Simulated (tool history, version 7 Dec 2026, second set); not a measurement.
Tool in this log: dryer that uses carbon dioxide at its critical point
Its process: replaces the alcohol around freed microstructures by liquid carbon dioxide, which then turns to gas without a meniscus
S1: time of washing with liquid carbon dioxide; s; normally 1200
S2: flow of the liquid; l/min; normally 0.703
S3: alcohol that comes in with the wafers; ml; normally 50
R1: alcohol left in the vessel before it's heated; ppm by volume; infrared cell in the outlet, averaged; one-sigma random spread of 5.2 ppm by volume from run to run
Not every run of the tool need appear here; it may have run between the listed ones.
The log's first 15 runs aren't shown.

run	hour	S1	S2	S3	R1
16	107.8	1380	0.703	50	143
17	115.4	1200	0.703	50	202
18	126.7	1200	0.703	50	205
19	136.7	1200	0.54	50	496
20	143.5	780	0.703	37	677
21	154	900	0.835	22	185
22	161	1020	0.563	47	744
23	172.4	1020	0.563	47	763
24	178.1	1020	0.563	47	758
25	187.6	1320	0.518	47	421
# hour 194.5: inlet filter changed
26	194.5	1320	0.518	47	351
27	205.7	1740	0.493	50	180
28	211.4	960	0.665	50	486
29	217.1	1020	1.106	25	109
30	223.7	1020	1.106	25	100

For run 31, what comes out?
31	235	1260	0.703	36	?

{"run 31": {"R1": 169}}
The same run, on a tool lacking any hidden state, would have yielded R1 67 ppm by volume.
